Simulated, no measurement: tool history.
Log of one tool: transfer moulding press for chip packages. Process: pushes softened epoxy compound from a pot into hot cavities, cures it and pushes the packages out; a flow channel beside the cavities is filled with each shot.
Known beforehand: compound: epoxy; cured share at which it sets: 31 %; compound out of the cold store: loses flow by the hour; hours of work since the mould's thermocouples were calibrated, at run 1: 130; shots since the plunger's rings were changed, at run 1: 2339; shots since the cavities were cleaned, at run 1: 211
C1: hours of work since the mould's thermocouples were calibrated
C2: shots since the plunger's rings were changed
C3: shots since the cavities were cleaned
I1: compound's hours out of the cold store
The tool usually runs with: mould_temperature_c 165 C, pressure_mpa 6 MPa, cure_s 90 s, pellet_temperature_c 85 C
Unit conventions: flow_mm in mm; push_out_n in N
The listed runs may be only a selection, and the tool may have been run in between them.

{"run": 1, "hour": 0.0, "mould_temperature_c": 165, "pressure_mpa": 6, "cure_s": 90, "pellet_temperature_c": 85, "C1": 130, "C2": 2339, "C3": 211, "I1": 47.7, "flow_mm": 560, "push_out_n": 537}
{"run": 2, "hour": 4.6, "mould_temperature_c": 165, "pressure_mpa": 6, "cure_s": 90, "pellet_temperature_c": 85, "C1": 132, "C2": 2377, "C3": 249, "I1": 48, "flow_mm": 559, "push_out_n": 576}
{"run": 3, "hour": 10.9, "mould_temperature_c": 157, "pressure_mpa": 6, "cure_s": 90, "pellet_temperature_c": 85, "C1": 134, "C2": 2429, "C3": 301, "I1": 27.2, "flow_mm": 624, "push_out_n": 875}
{"run": 4, "hour": 15.5, "mould_temperature_c": 157, "pressure_mpa": 6, "cure_s": 118, "pellet_temperature_c": 85, "C1": 136, "C2": 2467, "C3": 339, "I1": 11.4, "flow_mm": 659, "push_out_n": 636}
{"run": 5, "hour": 23.3, "mould_temperature_c": 157, "pressure_mpa": 6, "cure_s": 118, "pellet_temperature_c": 85, "C1": 139, "C2": 2531, "C3": 403, "I1": 9.3, "flow_mm": 669, "push_out_n": 700}
{"run": 6, "hour": 28.6, "mould_temperature_c": 157, "pressure_mpa": 6, "cure_s": 118, "pellet_temperature_c": 85, "C1": 142, "C2": 2574, "C3": 446, "I1": 23.2, "flow_mm": 631, "push_out_n": 695}
{"run": 7, "hour": 34.4, "mould_temperature_c": 157, "pressure_mpa": 6, "cure_s": 118, "pellet_temperature_c": 85, "C1": 144, "C2": 2622, "C3": 494, "I1": 43.5, "flow_mm": 586, "push_out_n": 682}
{"run": 8, "hour": 41.2, "mould_temperature_c": 165, "pressure_mpa": 6, "cure_s": 90, "pellet_temperature_c": 85, "C1": 147, "C2": 2678, "C3": 550, "I1": 45.8, "flow_mm": 562, "push_out_n": 704}
{"run": 9, "hour": 49.3, "mould_temperature_c": 165, "pressure_mpa": 6, "cure_s": 101, "pellet_temperature_c": 85, "C1": 150, "C2": 2745, "C3": 617, "I1": 36.4, "flow_mm": 581, "push_out_n": 700}
{"run": 10, "hour": 53.3, "mould_temperature_c": 165, "pressure_mpa": 6, "cure_s": 101, "pellet_temperature_c": 85, "C1": 151, "C2": 2778, "C3": 650, "I1": 31.7, "flow_mm": 591, "push_out_n": 733}
{"run": 11, "hour": 58.9, "mould_temperature_c": 171, "pressure_mpa": 6, "cure_s": 90, "pellet_temperature_c": 85, "C1": 154, "C2": 2823, "C3": 695, "I1": 23, "flow_mm": 600, "push_out_n": 733}
{"run": 12, "hour": 63.3, "mould_temperature_c": 171, "pressure_mpa": 6, "cure_s": 90, "pellet_temperature_c": 85, "C1": 155, "C2": 2860, "C3": 732, "I1": 30.4, "flow_mm": 581, "push_out_n": 707}
{"run": 13, "hour": 71.5, "mould_temperature_c": 171, "pressure_mpa": 6, "cure_s": 90, "pellet_temperature_c": 85, "C1": 159, "C2": 2927, "C3": 799, "I1": 28.7, "flow_mm": 586, "push_out_n": 703}
{"run": 14, "hour": 78.5, "mould_temperature_c": 165, "pressure_mpa": 6, "cure_s": 90, "pellet_temperature_c": 85, "C1": 162, "C2": 2985, "C3": 857, "I1": 12.3, "flow_mm": 633, "push_out_n": 790}
{"run": 15, "hour": 87.7, "mould_temperature_c": 165, "pressure_mpa": 6.65, "cure_s": 72, "pellet_temperature_c": 85, "C1": 165, "C2": 3061, "C3": 933, "I1": 34.4, "flow_mm": 617, "push_out_n": 1072}
{"hour": 89.6, "done": "cavities cleaned with cleaning compound and waxed"}
{"run": 16, "hour": 93.8, "mould_temperature_c": 165, "pressure_mpa": 6, "cure_s": 84, "pellet_temperature_c": 85, "C1": 167, "C2": 3099, "C3": 35, "I1": 20.2, "flow_mm": 612, "push_out_n": 460}
{"run": 17, "hour": 101.8, "mould_temperature_c": 165, "pressure_mpa": 6, "cure_s": 84, "pellet_temperature_c": 85, "C1": 170, "C2": 3164, "C3": 100, "I1": 23.9, "flow_mm": 606, "push_out_n": 500}
{"run": 18, "hour": 109.3, "mould_temperature_c": 167, "pressure_mpa": 6.91, "cure_s": 111, "pellet_temperature_c": 85, "C1": 173, "C2": 3226, "C3": 162, "I1": 27, "flow_mm": 640, "push_out_n": 472}
{"run": 19, "hour": 118.2, "mould_temperature_c": 167, "pressure_mpa": 5.75, "cure_s": 79, "pellet_temperature_c": 85, "C1": 177, "C2": 3299, "C3": 235, "I1": 17.3, "flow_mm": 607, "push_out_n": 623}
{"run": 20, "hour": 122.1, "mould_temperature_c": 167, "pressure_mpa": 5.03, "cure_s": 79, "pellet_temperature_c": 77, "C1": 178, "C2": 3331, "C3": 267, "I1": 36.9, "flow_mm": 524, "push_out_n": 614}
{"run": 21, "hour": 128.5, "mould_temperature_c": 165, "pressure_mpa": 5.08, "cure_s": 90, "pellet_temperature_c": 85, "C1": 181, "C2": 3384, "C3": 320, "I1": 26.7, "flow_mm": 553, "push_out_n": 616}
{"run": 22, "hour": 137.5, "mould_temperature_c": 165, "pressure_mpa": 5.08, "cure_s": 90, "pellet_temperature_c": 85, "C1": 185, "C2": 3458, "C3": 394, "I1": 10.8, "flow_mm": 583, "push_out_n": 684}
{"run": 23, "hour": 143.3, "mould_temperature_c": 165, "pressure_mpa": 4.59, "cure_s": 78, "pellet_temperature_c": 85, "C1": 187, "C2": 3506, "C3": 442, "I1": 18, "flow_mm": 541, "push_out_n": 803}
{"run": 24, "hour": 150.2, "mould_temperature_c": 165, "pressure_mpa": 4.59, "cure_s": 78, "pellet_temperature_c": 75, "C1": 190, "C2": 3563, "C3": 499, "I1": 40.5, "flow_mm": 496, "push_out_n": 804}
{"run": 25, "hour": 154.1, "mould_temperature_c": 168, "pressure_mpa": 5.56, "cure_s": 78, "pellet_temperature_c": 75, "C1": 191, "C2": 3595, "C3": 531, "I1": 35.6, "flow_mm": 553, "push_out_n": 767}
{"run": 26, "hour": 161.5, "mould_temperature_c": 168, "pressure_mpa": 5.56, "cure_s": 78, "pellet_temperature_c": 75, "C1": 194, "C2": 3655, "C3": 591, "I1": 11.8, "flow_mm": 605, "push_out_n": 790}
{"run": 27, "hour": 167.1, "mould_temperature_c": 165, "pressure_mpa": 6.73, "cure_s": 92, "pellet_temperature_c": 85, "C1": 197, "C2": 3701, "C3": 637, "I1": 31.2, "flow_mm": 621, "push_out_n": 755}
{"run": 28, "hour": 171.3, "mould_temperature_c": 165, "pressure_mpa": 6, "cure_s": 122, "pellet_temperature_c": 76, "C1": 198, "C2": 3736, "C3": 672, "I1": 23.8, "flow_mm": 604, "push_out_n": 689}

Table of differences, measured result less the result of that run with no hidden state. Run-to-run variation is the same in both. Gauge scatter possibly is not:
What the log doesn't record here: true mould temperature over the reading, C; pressure that reaches the compound, % of what is set; grip of the stained cavities, % over clean ones'; drift of the gauge itself on flow_mm, %; drift of the gauge itself on push_out_n, %.
run=1 flow_mm=-16 push_out_n=+150
run=2 flow_mm=-16 push_out_n=+179
run=3 flow_mm=-18 push_out_n=+291
run=4 flow_mm=-20 push_out_n=+233
run=5 flow_mm=-21 push_out_n=+280
run=6 flow_mm=-20 push_out_n=+292
run=7 flow_mm=-19 push_out_n=+294
run=8 flow_mm=-19 push_out_n=+320
run=9 flow_mm=-19 push_out_n=+329
run=10 flow_mm=-20 push_out_n=+349
run=11 flow_mm=-20 push_out_n=+354
run=12 flow_mm=-20 push_out_n=+349
run=13 flow_mm=-21 push_out_n=+353
run=14 flow_mm=-24 push_out_n=+401
run=15 flow_mm=-23 push_out_n=+538
run=16 flow_mm=-24 push_out_n=+29
run=17 flow_mm=-23 push_out_n=+89
run=18 flow_mm=-25 push_out_n=+125
run=19 flow_mm=-25 push_out_n=+194
run=20 flow_mm=-22 push_out_n=+205
run=21 flow_mm=-23 push_out_n=+227
run=22 flow_mm=-26 push_out_n=+280
run=23 flow_mm=-23 push_out_n=+331
run=24 flow_mm=-22 push_out_n=+349
run=25 flow_mm=-25 push_out_n=+342
run=26 flow_mm=-27 push_out_n=+363
run=27 flow_mm=-29 push_out_n=+361
run=28 flow_mm=-28 push_out_n=+335
